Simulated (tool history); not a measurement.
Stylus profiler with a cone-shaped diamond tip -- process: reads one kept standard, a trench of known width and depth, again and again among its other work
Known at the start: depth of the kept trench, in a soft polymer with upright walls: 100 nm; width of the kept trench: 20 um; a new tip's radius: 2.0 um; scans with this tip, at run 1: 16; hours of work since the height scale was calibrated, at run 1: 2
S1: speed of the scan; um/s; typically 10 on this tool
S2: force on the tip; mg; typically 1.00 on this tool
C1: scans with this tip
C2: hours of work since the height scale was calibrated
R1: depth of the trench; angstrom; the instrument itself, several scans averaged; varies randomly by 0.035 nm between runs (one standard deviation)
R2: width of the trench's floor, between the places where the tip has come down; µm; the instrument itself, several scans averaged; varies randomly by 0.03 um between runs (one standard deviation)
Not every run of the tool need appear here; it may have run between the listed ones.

Run 1, day 0.000: usual settings; C1 16; C2 2. Result: R1 1004.1 angstrom, R2 18.69 µm.
Run 2, day 0.638: usual settings but S2 0.87 mg; C1 82; C2 9. Result: R1 1003.8 angstrom, R2 18.72 µm.
Run 3, day 1.117: usual settings but S1 17 um/s; C1 133; C2 15. Result: R1 1004.5 angstrom, R2 18.66 µm.
Run 4, day 1.642: usual settings but S1 17 um/s, S2 0.61 mg; C1 188; C2 21. Result: R1 1002.7 angstrom, R2 18.63 µm.
Run 5, day 2.033: usual settings but S1 17 um/s, S2 0.61 mg; C1 229; C2 25. Result: R1 1002.6 angstrom, R2 18.70 µm.
Run 6, day 2.525: usual settings but S1 17 um/s, S2 0.61 mg; C1 280; C2 31. Result: R1 1003.2 angstrom, R2 18.64 µm.
Run 7, day 3.008: usual settings but S1 17 um/s, S2 0.61 mg; C1 331; C2 37. Result: R1 1003.4 angstrom, R2 18.67 µm.
Run 8, day 3.483: usual settings but S1 17 um/s, S2 0.61 mg; C1 380; C2 42. Result: R1 1003.2 angstrom, R2 18.67 µm.
Run 9, day 4.012: usual settings but S1 17 um/s, S2 0.61 mg; C1 436; C2 49. Result: R1 1002.8 angstrom, R2 18.70 µm.
Run 10, day 4.325: usual settings but S1 5 um/s, S2 0.61 mg; C1 468; C2 52. Result: R1 1003.1 angstrom, R2 18.68 µm.
Run 11, day 4.854: usual settings but S1 5 um/s, S2 0.61 mg; C1 524; C2 58. Result: R1 1003.8 angstrom, R2 18.76 µm.
Run 12, day 5.358: usual settings; C1 577; C2 64. Result: R1 1004.4 angstrom, R2 18.69 µm.
Run 13, day 6.004: usual settings but S1 32 um/s, S2 1.03 mg; C1 644; C2 72. Result: R1 1004.4 angstrom, R2 18.61 µm.
Run 14, day 6.667: usual settings but S1 8 um/s, S2 2.72 mg; C1 714; C2 80. Result: R1 1008.5 angstrom, R2 18.67 µm.
Run 15, day 7.254: usual settings but S1 15 um/s, S2 0.77 mg; C1 775; C2 86. Result: R1 1003.3 angstrom, R2 18.65 µm.
Run 16, day 7.617: usual settings but S1 3 um/s, S2 0.48 mg; C1 813; C2 91. Result: R1 1002.9 angstrom, R2 18.73 µm.
Run 17, day 8.188: usual settings but S2 0.57 mg; C1 873; C2 97. Result: R1 1002.8 angstrom, R2 18.66 µm.
Run 18, day 8.708: usual settings but S1 17 um/s; C1 928; C2 103. Result: R1 1004.5 angstrom, R2 18.65 µm.
Run 19, day 9.317: usual settings but S1 4 um/s, S2 1.61 mg; C1 991; C2 110. Result: R1 1006.4 angstrom, R2 18.68 µm.
Run 20, day 9.888: usual settings but S1 4 um/s, S2 0.49 mg; C1 1051; C2 117. Result: R1 1002.4 angstrom, R2 18.63 µm.
Run 21, day 10.429: usual settings but S1 30 um/s, S2 0.57 mg; C1 1108; C2 123. Result: R1 1003.0 angstrom, R2 18.60 µm.
Run 22, day 10.717: usual settings but S1 26 um/s, S2 0.33 mg; C1 1138; C2 127. Result: R1 1001.9 angstrom, R2 18.60 µm.

Run 23, settings as shown, results not yet in. Your forecast:
Run 23, day 11.054: usual settings but S1 26 um/s, S2 0.33 mg; C1 1173; C2 131. Result: R1 ?, R2 ?.

Logged for run 23: R1 1001.6 angstrom, R2 18.55 µm.
Minus the tool's unlogged condition, the same run would have read R1 1002.0 angstrom, R2 18.62 µm.

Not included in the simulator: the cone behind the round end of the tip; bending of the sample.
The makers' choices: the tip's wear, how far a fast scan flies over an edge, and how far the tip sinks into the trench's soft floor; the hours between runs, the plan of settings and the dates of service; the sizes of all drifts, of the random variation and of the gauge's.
